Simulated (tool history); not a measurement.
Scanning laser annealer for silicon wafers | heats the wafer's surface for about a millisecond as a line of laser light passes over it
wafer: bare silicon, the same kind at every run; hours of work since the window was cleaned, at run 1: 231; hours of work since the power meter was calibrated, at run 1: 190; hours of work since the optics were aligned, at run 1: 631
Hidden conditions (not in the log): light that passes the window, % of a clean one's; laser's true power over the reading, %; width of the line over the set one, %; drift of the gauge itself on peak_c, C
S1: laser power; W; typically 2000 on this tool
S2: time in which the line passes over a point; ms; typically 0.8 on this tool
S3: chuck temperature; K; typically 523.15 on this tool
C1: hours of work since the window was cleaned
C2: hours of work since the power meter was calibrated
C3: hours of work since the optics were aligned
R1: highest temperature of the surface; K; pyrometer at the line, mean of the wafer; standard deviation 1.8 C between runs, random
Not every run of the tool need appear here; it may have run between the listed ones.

| run | hour | S1 | S2 | S3 | C1 | C2 | C3 | R1 |
|---|---|---|---|---|---|---|---|---|
| 1 | 0 | 2000 | 0.8 | 523.15 | 231 | 190 | 631 | 1218.15 |
| 2 | 10.2 | 2000 | 0.8 | 523.15 | 237 | 196 | 637 | 1217.15 |
| 3 | 17.8 | 1891 | 0.8 | 523.15 | 242 | 201 | 641 | 1175.15 |
| 4 | 23.5 | 1891 | 0.8 | 523.15 | 245 | 204 | 645 | 1175.15 |
| 5 | 31 | 1891 | 0.8 | 523.15 | 250 | 209 | 649 | 1177.15 |
| 6 | 38 | 1891 | 0.8 | 523.15 | 254 | 213 | 653 | 1173.15 |
| 7 | 48.2 | 2018 | 0.8 | 523.15 | 260 | 219 | 660 | 1222.15 |
| 8 | 53.5 | 2000 | 0.8 | 523.15 | 263 | 222 | 663 | 1214.15 |
| 9 | 64.2 | 2000 | 0.681 | 523.15 | 270 | 228 | 669 | 1160.15 |
| 10 | 73.8 | 2000 | 0.8 | 529.15 | 276 | 234 | 675 | 1220.15 |
| 11 | 85.7 | 2000 | 0.8 | 529.15 | 283 | 241 | 682 | 1214.15 |
| 12 | 91.3 | 2000 | 0.8 | 529.15 | 286 | 245 | 685 | 1217.15 |
| 13 | 103.1 | 2000 | 0.8 | 529.15 | 293 | 252 | 693 | 1217.15 |
| 14 | 111.9 | 2014 | 0.832 | 563.15 | 298 | 257 | 698 | 1268.15 |
| 15 | 119.3 | 2056 | 0.609 | 498.15 | 303 | 262 | 702 | 1121.15 |
| 16 | 125.2 | 2056 | 0.609 | 498.15 | 306 | 265 | 706 | 1118.15 |
| 17 | 136.2 | 2000 | 0.728 | 537.15 | 313 | 272 | 712 | 1189.15 |
| 18 | 142.7 | 1737 | 0.599 | 510.15 | 317 | 276 | 716 | 1028.15 |
| 19 | 152.8 | 1921 | 0.909 | 550.15 | 323 | 282 | 722 | 1246.15 |
| 20 | 165.3 | 2141 | 0.833 | 498.15 | 331 | 289 | 730 | 1244.15 |
| 21 | 172.8 | 1886 | 0.628 | 509.15 | 335 | 294 | 734 | 1080.15 |
| 22 | 178.5 | 1804 | 0.606 | 498.15 | 338 | 297 | 738 | 1034.15 |
| 23 | 190.5 | 2161 | 0.8 | 487.15 | 346 | 304 | 745 | 1224.15 |
| 24 | 197.3 | 2161 | 0.8 | 487.15 | 350 | 308 | 749 | 1227.15 |
| 25 | 208.1 | 2161 | 0.8 | 487.15 | 356 | 315 | 756 | 1222.15 |

Each row is a separate what-if for the run after 25, all from the same tool condition, not one after another. Results?
| A | 220.5 | 1897 | 0.8 | 487.15 | 364 | 322 | 763 | ? |
| B | 220.5 | 1735 | 0.586 | 534.15 | 364 | 322 | 763 | ? |
| C | 220.5 | 2000 | 0.982 | 523.15 | 364 | 322 | 763 | ? |
| D | 220.5 | 1971 | 0.8 | 542.15 | 364 | 322 | 763 | ? |

| run | R1 |
|---|---|
| A | 1131.15 |
| B | 1037.15 |
| C | 1270.15 |
| D | 1206.15 |
With no hidden state in the tool, these same runs would have given:
| run | R1 |
|---|---|
| A | 1186.15 |
| B | 1080.15 |
| C | 1334.15 |
| D | 1263.15 |
